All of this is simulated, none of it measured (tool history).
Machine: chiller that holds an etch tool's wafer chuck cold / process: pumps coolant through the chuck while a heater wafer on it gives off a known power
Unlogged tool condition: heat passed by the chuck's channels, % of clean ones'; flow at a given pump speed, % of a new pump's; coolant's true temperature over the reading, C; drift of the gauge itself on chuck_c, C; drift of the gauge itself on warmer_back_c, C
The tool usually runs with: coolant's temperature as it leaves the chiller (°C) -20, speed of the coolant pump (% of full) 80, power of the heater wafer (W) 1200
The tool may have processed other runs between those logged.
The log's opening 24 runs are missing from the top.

run	hour	coolant's temperature as it leaves the chiller (°C)	speed of the coolant pump (% of full)	power of the heater wafer (W)	hours since the coolant was changed and the channels were flushed	hours since the pump was overhauled	hours since the chiller's thermometer was calibrated	chuck's temperature once it has settled (°C)	how much warmer the coolant comes back (C)
25	964.1	-27	80	1492	200	2849	3868	-13.7	5.46
26	999.5	-27	80	1492	235	2884	3903	-13.6	5.51
27	1052.7	-26	80	1514	289	2937	3956	-12.5	5.60
28	1085.5	-26	80	1514	321	2970	3989	-12.7	5.62
29	1108.0	-28	79	710	344	2993	4012	-21.5	2.69
30	1150.8	-28	79	710	387	3035	4054	-21.7	2.64
31	1199.6	-30	80	783	436	3084	4103	-23.0	2.92
32	1222.0	-24	67	1438	458	3107	4126	-9.4	6.50

Alternative continuations, all from the tool just after run 32; predict every row:
A	1263.6	-25	64	1786	500	3148	4167	?	?
B	1263.6	-24	67	831	500	3148	4167	?	?
C	1263.6	-16	80	1200	500	3148	4167	?	?
D	1263.6	-24	76	683	500	3148	4167	?	?

run	chuck's temperature once it has settled (°C)	how much warmer the coolant comes back (C)
A	-6.5	8.55
B	-15.6	3.73
C	-5.2	4.50
D	-17.8	2.67
Take away the tool's hidden state, keep each run's random variation, and the runs would have read:
run	chuck's temperature once it has settled (°C)	how much warmer the coolant comes back (C)
A	-6.5	8.54
B	-15.6	3.72
C	-5.2	4.50
D	-17.8	2.67

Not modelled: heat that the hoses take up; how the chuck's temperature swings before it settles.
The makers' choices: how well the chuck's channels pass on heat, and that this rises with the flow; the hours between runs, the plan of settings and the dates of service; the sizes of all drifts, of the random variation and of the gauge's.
